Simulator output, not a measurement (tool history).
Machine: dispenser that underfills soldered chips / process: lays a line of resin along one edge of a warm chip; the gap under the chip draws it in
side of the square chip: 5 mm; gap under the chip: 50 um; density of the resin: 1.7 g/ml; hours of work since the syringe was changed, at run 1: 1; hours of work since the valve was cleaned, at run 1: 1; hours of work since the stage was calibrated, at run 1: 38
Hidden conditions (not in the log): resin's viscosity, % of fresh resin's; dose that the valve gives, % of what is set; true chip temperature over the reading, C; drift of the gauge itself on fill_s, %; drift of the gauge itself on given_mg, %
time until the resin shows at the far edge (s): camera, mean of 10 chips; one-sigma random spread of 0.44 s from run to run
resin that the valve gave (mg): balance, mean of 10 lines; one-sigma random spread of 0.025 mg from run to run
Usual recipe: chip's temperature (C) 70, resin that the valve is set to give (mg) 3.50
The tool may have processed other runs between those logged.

run	day	chip's temperature (C)	resin that the valve is set to give (mg)	hours of work since the syringe was changed	hours of work since the valve was cleaned	hours of work since the stage was calibrated	time until the resin shows at the far edge (s)	resin that the valve gave (mg)
1	0.000	70	3.50	1	1	38	35.6	3.53
2	0.200	70	3.64	4	4	41	43.6	3.62
3	0.342	70	3.64	6	6	43	52.1	3.62
# day 0.383: new syringe of resin
4	0.571	70	3.64	3	9	47	42.1	3.61
# day 0.800: new syringe of resin
5	0.867	70	3.64	1	14	51	36.3	3.61
6	1.054	70	3.64	4	16	54	43.8	3.58
# day 1.225: new syringe of resin
7	1.225	67	3.64	0	19	56	37.3	3.57
8	1.500	57	3.74	4	23	61	79.0	3.69
# day 1.646: new syringe of resin
9	1.675	67	4.05	0	26	63	38.7	3.98
10	2.025	67	4.05	6	31	68	58.2	3.95

For each entry between runs, how does the tool's hidden state at the last listed run before it compare with that at the first listed run after it?
Run 3 -> run 4: new syringe of resin (day 0.383)
  resin's viscosity, % of fresh resin's: 155.3 -> 124.3; dose that the valve gives, % of what is set: 99.79 -> 99.45; true chip temperature over the reading, C: -0.47 -> -0.5
  what was measured, less what the result would be without the hidden state, time until the resin shows at the far edge (s): +19.1 -> +8.9; resin that the valve gave (mg): +0.00 -> -0.02
Run 4 -> run 5: new syringe of resin (day 0.800)
  resin's viscosity, % of fresh resin's: 124.3 -> 106.6; dose that the valve gives, % of what is set: 99.45 -> 99.04; true chip temperature over the reading, C: -0.5 -> -0.53
  what was measured, less what the result would be without the hidden state, time until the resin shows at the far edge (s): +8.9 -> +2.9; resin that the valve gave (mg): -0.02 -> -0.03
Run 6 -> run 7: new syringe of resin (day 1.225)
  resin's viscosity, % of fresh resin's: 131 -> 101; dose that the valve gives, % of what is set: 98.81 -> 98.58; true chip temperature over the reading, C: -0.55 -> -0.57
  what was measured, less what the result would be without the hidden state, time until the resin shows at the far edge (s): +11.0 -> +1.3; resin that the valve gave (mg): -0.05 -> -0.05
Run 8 -> run 9: new syringe of resin (day 1.646)
  resin's viscosity, % of fresh resin's: 137.2 -> 104.2; dose that the valve gives, % of what is set: 98.18 -> 97.96; true chip temperature over the reading, C: -0.6 -> -0.62
  what was measured, less what the result would be without the hidden state, time until the resin shows at the far edge (s): +23.1 -> +2.5; resin that the valve gave (mg): -0.07 -> -0.09

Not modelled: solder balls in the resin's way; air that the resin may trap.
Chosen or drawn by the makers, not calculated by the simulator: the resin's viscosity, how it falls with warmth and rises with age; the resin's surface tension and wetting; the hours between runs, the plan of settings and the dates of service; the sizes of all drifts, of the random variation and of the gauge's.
